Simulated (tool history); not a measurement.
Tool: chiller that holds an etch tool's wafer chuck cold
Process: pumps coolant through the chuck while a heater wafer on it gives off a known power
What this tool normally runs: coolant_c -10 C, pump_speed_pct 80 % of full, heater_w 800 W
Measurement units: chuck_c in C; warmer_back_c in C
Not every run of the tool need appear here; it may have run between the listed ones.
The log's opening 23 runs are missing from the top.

At hour 2375.8: coolant pump overhauled.
Run 24, hour 2515.6: usual settings but coolant_c -3 C, pump_speed_pct 83 % of full, heater_w 439 W. Result: chuck_c 0.02 C, warmer_back_c 1.02 C.
Run 25, hour 2638.0: usual settings but coolant_c -3 C, pump_speed_pct 83 % of full, heater_w 439 W. Result: chuck_c 0.11 C, warmer_back_c 1.00 C.
Run 26, hour 2806.3: usual settings but pump_speed_pct 82 % of full. Result: chuck_c -4.20 C, warmer_back_c 1.85 C.
Run 27, hour 2962.9: usual settings but pump_speed_pct 82 % of full. Result: chuck_c -4.25 C, warmer_back_c 1.88 C.
Run 28, hour 3080.3: usual settings but pump_speed_pct 82 % of full. Result: chuck_c -4.21 C, warmer_back_c 1.87 C.
Run 29, hour 3183.4: usual settings but coolant_c -20 C, pump_speed_pct 98 % of full, heater_w 906 W. Result: chuck_c -14.23 C, warmer_back_c 1.76 C.
Run 30, hour 3285.4: usual settings but coolant_c -20 C, pump_speed_pct 65 % of full, heater_w 471 W. Result: chuck_c -16.15 C, warmer_back_c 1.42 C.
Run 31, hour 3389.1: usual settings but coolant_c -6 C, pump_speed_pct 83 % of full, heater_w 588 W. Result: chuck_c -1.68 C, warmer_back_c 1.36 C.
Run 32, hour 3493.0: usual settings but coolant_c -6 C. Result: chuck_c -0.08 C, warmer_back_c 1.91 C.
Run 33, hour 3641.4: usual settings but heater_w 452 W. Result: chuck_c -6.53 C, warmer_back_c 1.08 C.

Consider 3 possible next runs. They are alternatives, not a sequence: every one starts from the tool as it was left by run 33. What does each give?
Run A, hour 3717.5: usual settings but coolant_c -15 C, pump_speed_pct 86 % of full, heater_w 743 W. Result: chuck_c ?, warmer_back_c ?.
Run B, hour 3717.5: usual settings but coolant_c -16 C, pump_speed_pct 62 % of full, heater_w 452 W. Result: chuck_c ?, warmer_back_c ?.
Run C, hour 3717.5: usual settings but coolant_c -14 C, heater_w 452 W. Result: chuck_c ?, warmer_back_c ?.

run  chuck_c  warmer_back_c
  A    -9.65           1.65
  B   -11.86           1.41
  C   -10.58           1.08
Without the tool's hidden state the same runs would have given:
run  chuck_c  warmer_back_c
  A   -10.25           1.63
  B   -12.35           1.40
  C   -11.05           1.06

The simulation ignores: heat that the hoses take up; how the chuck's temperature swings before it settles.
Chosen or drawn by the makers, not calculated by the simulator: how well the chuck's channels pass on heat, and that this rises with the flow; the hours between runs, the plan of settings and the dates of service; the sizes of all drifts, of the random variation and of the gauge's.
